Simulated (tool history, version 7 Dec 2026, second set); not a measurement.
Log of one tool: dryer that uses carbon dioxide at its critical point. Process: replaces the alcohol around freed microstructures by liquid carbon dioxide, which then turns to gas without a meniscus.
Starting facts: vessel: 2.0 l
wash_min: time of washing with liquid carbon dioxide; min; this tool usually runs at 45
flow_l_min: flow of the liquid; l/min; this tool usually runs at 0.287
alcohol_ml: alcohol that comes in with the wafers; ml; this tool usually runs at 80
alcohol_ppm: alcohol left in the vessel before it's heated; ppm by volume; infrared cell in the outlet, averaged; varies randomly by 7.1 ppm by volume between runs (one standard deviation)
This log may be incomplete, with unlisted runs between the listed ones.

run,hour,wash_min,flow_l_min,alcohol_ml,alcohol_ppm
1,0.0,45,0.287,80,439
2,7.5,45,0.287,80,449
3,12.1,45,0.287,80,459
4,20.6,45,0.287,80,478
5,28.4,45,0.287,80,476
6,37.1,37,0.287,80,998
7,45.9,37,0.287,80,1022
8,55.4,37,0.287,65,864
9,64.7,30,0.287,80,2069
10,72.3,30,0.287,80,2104
11,80.5,45,0.287,80,528
12,88.6,45,0.287,80,527
13,94.8,45,0.287,80,526
14,101.3,45,0.287,80,541
15,109.2,45,0.287,80,554
16,116.3,45,0.287,80,567
17,121.6,45,0.287,80,546
18,129.7,45,0.287,80,579
19,136.6,45,0.287,80,584
20,146.1,45,0.287,80,608
21,151.0,57,0.287,80,225
22,157.0,45,0.287,55,435
23,161.2,45,0.287,55,433
24,170.5,47,0.246,20,289
25,177.6,47,0.246,20,291
26,185.7,30,0.219,25,1534
27,190.0,44,0.342,59,261
28,199.1,44,0.342,59,278
29,205.3,44,0.342,59,279
30,209.4,44,0.342,59,270
31,216.3,45,0.222,115,2324
32,225.6,42,0.183,72,3232
33,234.0,42,0.183,72,3183
34,239.5,42,0.183,72,3374
35,247.8,42,0.183,72,3270
36,252.4,45,0.200,30,952
37,258.3,52,0.417,88,111
# hour 260.1: inlet filter changed
38,267.3,49,0.287,80,308
39,275.4,49,0.287,80,301
40,282.9,31,0.199,35,2040
41,288.7,31,0.404,65,389
42,294.4,31,0.404,65,407
43,303.7,34,0.352,101,713
44,310.2,38,0.352,101,471
45,315.0,38,0.352,101,476
46,320.1,38,0.352,101,460

Alternative continuations, all from the tool just after run 46; predict every row:
A,326.6,38,0.352,41,?
B,326.6,47,0.461,72,?
C,326.6,66,0.323,75,?
D,326.6,28,0.223,101,?
E,326.6,44,0.244,80,?

run,alcohol_ppm
A,249
B,91
C,106
D,5620
E,966
With the hidden condition removed and each run's random variation left untouched, the same runs would have given:
run,alcohol_ppm
A,141
B,2
C,14
D,5185
E,786
